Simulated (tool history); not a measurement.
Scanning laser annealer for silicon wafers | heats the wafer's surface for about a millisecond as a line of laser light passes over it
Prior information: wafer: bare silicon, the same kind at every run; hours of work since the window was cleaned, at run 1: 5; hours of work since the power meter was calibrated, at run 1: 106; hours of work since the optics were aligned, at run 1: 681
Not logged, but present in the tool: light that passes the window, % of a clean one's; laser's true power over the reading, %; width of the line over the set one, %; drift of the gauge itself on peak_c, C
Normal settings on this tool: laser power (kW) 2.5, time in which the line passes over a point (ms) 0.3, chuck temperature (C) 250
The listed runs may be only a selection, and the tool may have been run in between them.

run	hour	laser power (kW)	time in which the line passes over a point (ms)	chuck temperature (C)	hours of work since the window was cleaned	hours of work since the power meter was calibrated	hours of work since the optics were aligned	highest temperature of the surface (C)
1	0	2.5	0.3	250	5	106	681	1021
2	13.5	2.5	0.3	250	14	116	691	1020
3	31.8	2.5	0.3	250	28	129	704	1017
4	43	2.5	0.3	250	36	137	712	1015
5	56.3	2.5	0.3	250	46	147	722	1020
6	75.4	2.5	0.3	250	59	161	736	1015
7	86	2.5	0.3	250	67	168	743	1015
8	99.4	2.5	0.3	250	77	178	753	1019
9	115.2	2.5	0.223	250	88	190	764	900
10	131.1	2.5	0.223	250	100	201	776	904
11	150.6	2.5	0.223	250	114	215	790	896
# hour 166.8: optics aligned, line set to its width
12	176.9	2.5	0.223	250	129	231	7	912
13	185.8	2.5	0.223	250	136	237	14	914
14	206	2.5	0.3	250	150	252	28	1031
15	227	2.5	0.3	250	166	267	44	1028
16	247.9	2.5	0.3	238	181	282	59	1013
17	267.4	2.5	0.3	238	195	296	73	1014
18	281.6	2.5	0.3	238	205	306	83	1012
19	295.8	2.5	0.3	238	215	317	93	1015
20	309	2.5	0.218	238	225	326	103	888
21	326	2.643	0.229	244	237	339	115	952
22	339	2.643	0.229	244	247	348	125	958
23	350.1	2.732	0.229	281	255	356	133	1022
24	370.6	2.732	0.229	281	270	371	148	1023
# hour 375.3: laser's power meter calibrated
25	387.9	2.66	0.368	281	280	9	158	1213
26	405.5	2.23	0.3	250	293	22	171	917
27	418.7	2.499	0.3	223	302	31	180	992
28	433.2	2.499	0.3	223	313	42	191	987
29	455.2	2.676	0.3	255	329	58	207	1093
30	464.5	2.361	0.227	257	336	65	214	869
# hour 469.4: laser's power meter calibrated, once more
31	480.8	2.361	0.227	257	345	8	223	866
32	499.9	2.361	0.227	257	359	22	237	864
33	517.9	2.221	0.279	263	372	35	250	892
34	529.4	2.221	0.279	263	380	43	258	893
35	550.7	2.439	0.279	257	396	59	274	965
36	568.3	2.225	0.279	227	409	72	287	858
37	581.6	2.202	0.376	245	418	81	296	979
38	602.4	2.48	0.212	264	433	96	311	881
39	619	2.695	0.262	227	445	108	323	996
40	631.8	2.695	0.364	213	455	118	333	1134

Predict each of these 5 candidate next runs independently; none follows another, all start after run 40:
A	647.5	2.718	0.331	253	466	129	344	?
B	647.5	2.65	0.328	260	466	129	344	?
C	647.5	2.695	0.364	231	466	129	344	?
D	647.5	2.221	0.325	228	466	129	344	?
E	647.5	2.5	0.359	286	466	129	344	?

run	highest temperature of the surface (C)
A	1135
B	1111
C	1152
D	908
E	1119
With the hidden condition removed and each run's random variation left untouched, the same runs would have given:
run	highest temperature of the surface (C)
A	1177
B	1151
C	1195
D	940
E	1158

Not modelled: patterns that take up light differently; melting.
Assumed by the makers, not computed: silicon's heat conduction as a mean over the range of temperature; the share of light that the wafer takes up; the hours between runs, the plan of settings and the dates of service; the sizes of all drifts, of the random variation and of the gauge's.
